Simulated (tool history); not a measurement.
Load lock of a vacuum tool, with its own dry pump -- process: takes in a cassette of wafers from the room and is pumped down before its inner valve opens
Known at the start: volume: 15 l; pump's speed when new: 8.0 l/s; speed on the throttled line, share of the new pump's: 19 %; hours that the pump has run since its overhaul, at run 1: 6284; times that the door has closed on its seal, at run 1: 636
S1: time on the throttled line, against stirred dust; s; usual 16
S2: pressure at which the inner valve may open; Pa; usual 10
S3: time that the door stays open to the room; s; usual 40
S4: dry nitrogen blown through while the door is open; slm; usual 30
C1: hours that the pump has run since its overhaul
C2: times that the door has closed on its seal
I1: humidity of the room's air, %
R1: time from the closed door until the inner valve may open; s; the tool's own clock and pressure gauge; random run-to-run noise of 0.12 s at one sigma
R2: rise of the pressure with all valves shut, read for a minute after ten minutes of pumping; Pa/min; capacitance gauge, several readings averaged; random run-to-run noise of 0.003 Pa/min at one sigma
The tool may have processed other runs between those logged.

{"run": 1, "day": 0.0, "S1": 16, "S2": 10, "S3": 40, "S4": 30, "C1": 6284, "C2": 636, "I1": 47.0, "R1": 31.6, "R2": 0.024}
{"run": 2, "day": 5.067, "S1": 16, "S2": 10, "S3": 40, "S4": 30, "C1": 6405, "C2": 1158, "I1": 44.5, "R1": 31.8, "R2": 0.027}
{"run": 3, "day": 16.608, "S1": 16, "S2": 10, "S3": 40, "S4": 30, "C1": 6682, "C2": 2347, "I1": 45.5, "R1": 32.0, "R2": 0.027}
{"run": 4, "day": 27.75, "S1": 16, "S2": 10, "S3": 40, "S4": 30, "C1": 6950, "C2": 3495, "I1": 49.0, "R1": 31.9, "R2": 0.038}
{"run": 5, "day": 37.65, "S1": 8, "S2": 10, "S3": 40, "S4": 30, "C1": 7187, "C2": 4515, "I1": 46.5, "R1": 25.6, "R2": 0.045}
{"run": 6, "day": 43.075, "S1": 8, "S2": 10, "S3": 40, "S4": 30, "C1": 7318, "C2": 5074, "I1": 42.9, "R1": 25.8, "R2": 0.04}
{"run": 7, "day": 53.571, "S1": 16, "S2": 10, "S3": 40, "S4": 30, "C1": 7570, "C2": 6156, "I1": 46.9, "R1": 32.2, "R2": 0.05}
{"run": 8, "day": 59.125, "S1": 16, "S2": 10, "S3": 40, "S4": 30, "C1": 7703, "C2": 6728, "I1": 46.6, "R1": 32.2, "R2": 0.055}
{"run": 9, "day": 65.321, "S1": 16, "S2": 10, "S3": 53, "S4": 30, "C1": 7852, "C2": 7367, "I1": 43.6, "R1": 32.3, "R2": 0.067}
{"run": 10, "day": 72.904, "S1": 16, "S2": 10, "S3": 53, "S4": 30, "C1": 8034, "C2": 8148, "I1": 46.0, "R1": 32.1, "R2": 0.074}
{"run": 11, "day": 84.579, "S1": 16, "S2": 10, "S3": 53, "S4": 30, "C1": 8314, "C2": 9351, "I1": 46.4, "R1": 32.1, "R2": 0.081}
{"run": 12, "day": 94.512, "S1": 16, "S2": 10, "S3": 53, "S4": 30, "C1": 8552, "C2": 10375, "I1": 44.4, "R1": 32.3, "R2": 0.081}
{"run": 13, "day": 99.925, "S1": 16, "S2": 10, "S3": 40, "S4": 26, "C1": 8682, "C2": 10933, "I1": 46.6, "R1": 32.2, "R2": 0.094}
{"run": 14, "day": 106.562, "S1": 16, "S2": 10, "S3": 40, "S4": 26, "C1": 8841, "C2": 11617, "I1": 47.9, "R1": 32.5, "R2": 0.107}
{"run": 15, "day": 116.346, "S1": 16, "S2": 10, "S3": 40, "S4": 26, "C1": 9076, "C2": 12625, "I1": 43.1, "R1": 32.5, "R2": 0.112}
{"run": 16, "day": 126.004, "S1": 16, "S2": 10, "S3": 40, "S4": 26, "C1": 9308, "C2": 13620, "I1": 41.9, "R1": 32.5, "R2": 0.115}
{"run": 17, "day": 134.442, "S1": 16, "S2": 10, "S3": 40, "S4": 26, "C1": 9510, "C2": 14489, "I1": 45.1, "R1": 32.5, "R2": 0.13}
{"run": 18, "day": 143.454, "S1": 16, "S2": 10, "S3": 40, "S4": 26, "C1": 9727, "C2": 15418, "I1": 47.0, "R1": 32.6, "R2": 0.134}
{"run": 19, "day": 152.567, "S1": 12, "S2": 15, "S3": 100, "S4": 16, "C1": 9945, "C2": 16357, "I1": 41.9, "R1": 28.7, "R2": 0.156}
{"run": 20, "day": 161.712, "S1": 16, "S2": 10, "S3": 127, "S4": 30, "C1": 10165, "C2": 17300, "I1": 43.6, "R1": 32.5, "R2": 0.17}
{"run": 21, "day": 168.083, "S1": 16, "S2": 10, "S3": 97, "S4": 13, "C1": 10318, "C2": 17956, "I1": 40.2, "R1": 32.7, "R2": 0.182}
{"run": 22, "day": 179.596, "S1": 16, "S2": 10, "S3": 97, "S4": 7, "C1": 10594, "C2": 19142, "I1": 43.7, "R1": 32.7, "R2": 0.205}
{"run": 23, "day": 190.125, "S1": 16, "S2": 10, "S3": 64, "S4": 19, "C1": 10847, "C2": 20227, "I1": 45.3, "R1": 32.8, "R2": 0.201}
{"run": 24, "day": 199.871, "S1": 18, "S2": 10, "S3": 37, "S4": 30, "C1": 11081, "C2": 21231, "I1": 44.6, "R1": 34.2, "R2": 0.212}
{"run": 25, "day": 211.054, "S1": 18, "S2": 7, "S3": 97, "S4": 14, "C1": 11349, "C2": 22384, "I1": 45.1, "R1": 35.4, "R2": 0.248}
{"run": 26, "day": 217.592, "S1": 16, "S2": 8, "S3": 40, "S4": 30, "C1": 11506, "C2": 23057, "I1": 45.6, "R1": 33.3, "R2": 0.241}
{"run": 27, "day": 223.008, "S1": 23, "S2": 14, "S3": 147, "S4": 21, "C1": 11636, "C2": 23616, "I1": 46.1, "R1": 37.5, "R2": 0.268}
{"day": 232.662, "done": "dry pump taken out, an overhauled one fitted"}
{"run": 28, "day": 235.342, "S1": 24, "S2": 10, "S3": 115, "S4": 30, "C1": 64, "C2": 24861, "I1": 44.1, "R1": 37.0, "R2": 0.281}
{"run": 29, "day": 240.875, "S1": 13, "S2": 10, "S3": 40, "S4": 7, "C1": 197, "C2": 25431, "I1": 43.6, "R1": 28.0, "R2": 0.298}
{"run": 30, "day": 250.271, "S1": 15, "S2": 12, "S3": 48, "S4": 7, "C1": 423, "C2": 26399, "I1": 41.9, "R1": 29.3, "R2": 0.31}
{"run": 31, "day": 257.954, "S1": 15, "S2": 13, "S3": 193, "S4": 7, "C1": 607, "C2": 27191, "I1": 43.6, "R1": 29.2, "R2": 0.342}
{"run": 32, "day": 267.1, "S1": 19, "S2": 10, "S3": 40, "S4": 20, "C1": 826, "C2": 28134, "I1": 50.9, "R1": 33.0, "R2": 0.335}
{"run": 33, "day": 273.304, "S1": 19, "S2": 10, "S3": 40, "S4": 20, "C1": 975, "C2": 28773, "I1": 46.0, "R1": 33.0, "R2": 0.351}

Below are 4 alternative next runs, each starting from the tool's condition after run 33. Predict each:
{"run": "A", "day": 281.138, "S1": 13, "S2": 15, "S3": 143, "S4": 20, "C1": 1163, "C2": 29580, "I1": 45.3, "R1": "?", "R2": "?"}
{"run": "B", "day": 281.138, "S1": 16, "S2": 13, "S3": 40, "S4": 30, "C1": 1163, "C2": 29580, "I1": 46.7, "R1": "?", "R2": "?"}
{"run": "C", "day": 281.138, "S1": 20, "S2": 10, "S3": 40, "S4": 30, "C1": 1163, "C2": 29580, "I1": 49.7, "R1": "?", "R2": "?"}
{"run": "D", "day": 281.138, "S1": 16, "S2": 10, "S3": 35, "S4": 8, "C1": 1163, "C2": 29580, "I1": 42.7, "R1": "?", "R2": "?"}

run=A R1=27.4 R2=0.376
run=B R1=30.1 R2=0.363
run=C R1=33.8 R2=0.361
run=D R1=30.8 R2=0.360
The same runs, with their run-to-run variation unchanged, on a tool lacking any hidden condition would have given:
run=A R1=27.2 R2=0.035
run=B R1=29.9 R2=0.024
run=C R1=33.6 R2=0.018
run=D R1=30.6 R2=0.023

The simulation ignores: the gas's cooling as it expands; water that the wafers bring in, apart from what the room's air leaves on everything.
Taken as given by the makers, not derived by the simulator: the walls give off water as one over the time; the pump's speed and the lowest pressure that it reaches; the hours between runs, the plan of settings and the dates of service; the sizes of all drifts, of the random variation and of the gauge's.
